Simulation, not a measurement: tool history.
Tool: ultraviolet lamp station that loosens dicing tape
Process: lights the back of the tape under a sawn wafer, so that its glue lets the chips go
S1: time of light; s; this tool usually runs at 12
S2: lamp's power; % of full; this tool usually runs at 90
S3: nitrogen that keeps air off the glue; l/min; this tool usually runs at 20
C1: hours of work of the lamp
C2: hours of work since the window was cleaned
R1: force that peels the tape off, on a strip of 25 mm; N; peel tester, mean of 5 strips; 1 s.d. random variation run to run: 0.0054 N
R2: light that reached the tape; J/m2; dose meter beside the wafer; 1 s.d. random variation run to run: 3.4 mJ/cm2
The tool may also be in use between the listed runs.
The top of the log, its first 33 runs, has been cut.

Run 34, day 51.925: usual settings but S2 89 % of full, S3 27 l/min; C1 1337; C2 23. Result: R1 0.098 N, R2 5430 J/m2.
Run 35, day 53.646: usual settings but S2 89 % of full, S3 27 l/min; C1 1362; C2 47. Result: R1 0.105 N, R2 5440 J/m2.
Run 36, day 55.496: usual settings but S1 11 s, S2 84 % of full, S3 40 l/min; C1 1389; C2 74. Result: R1 0.116 N, R2 4750 J/m2.
Run 37, day 57.279: usual settings but S1 10 s, S2 91 % of full, S3 12 l/min; C1 1415; C2 100. Result: R1 0.178 N, R2 4690 J/m2.
Run 38, day 58.608: usual settings but S1 7 s, S2 95 % of full, S3 32 l/min; C1 1434; C2 119. Result: R1 0.226 N, R2 3380 J/m2.
Run 39, day 59.512: usual settings but S1 7 s, S2 95 % of full, S3 32 l/min; C1 1447; C2 132. Result: R1 0.224 N, R2 3380 J/m2.
Run 40, day 60.85: usual settings but S1 7 s, S2 95 % of full, S3 32 l/min; C1 1466; C2 151. Result: R1 0.223 N, R2 3360 J/m2.
Run 41, day 62.588: usual settings but S1 15 s, S2 75 % of full, S3 32 l/min; C1 1491; C2 177. Result: R1 0.096 N, R2 5770 J/m2.
Run 42, day 64.383: usual settings but S1 15 s, S2 66 % of full, S3 32 l/min; C1 1517; C2 203. Result: R1 0.102 N, R2 5110 J/m2.
Run 43, day 65.779: usual settings but S2 97 % of full; C1 1538; C2 223. Result: R1 0.102 N, R2 6000 J/m2.

Below are 4 alternative next runs, each starting from the tool's condition after run 43. Predict each:
Run A, day 66.812: usual settings but S2 88 % of full, S3 8 l/min; C1 1553; C2 238. Result: R1 ?, R2 ?.
Run B, day 66.812: usual settings but S1 7 s, S2 91 % of full, S3 9 l/min; C1 1553; C2 238. Result: R1 ?, R2 ?.
Run C, day 66.812: usual settings but S1 14 s, S2 61 % of full; C1 1553; C2 238. Result: R1 ?, R2 ?.
Run D, day 66.812: usual settings but S1 14 s, S2 83 % of full, S3 9 l/min; C1 1553; C2 238. Result: R1 ?, R2 ?.

run     R1    R2
  A  0.162  5340
  B  0.403  3230
  C   0.17  4370
  D  0.125  5850
With no hidden state in the tool, these same runs would have given:
run     R1    R2
  A   0.16  5360
  B    0.4  3250
  C  0.168  4390
  D  0.124  5880

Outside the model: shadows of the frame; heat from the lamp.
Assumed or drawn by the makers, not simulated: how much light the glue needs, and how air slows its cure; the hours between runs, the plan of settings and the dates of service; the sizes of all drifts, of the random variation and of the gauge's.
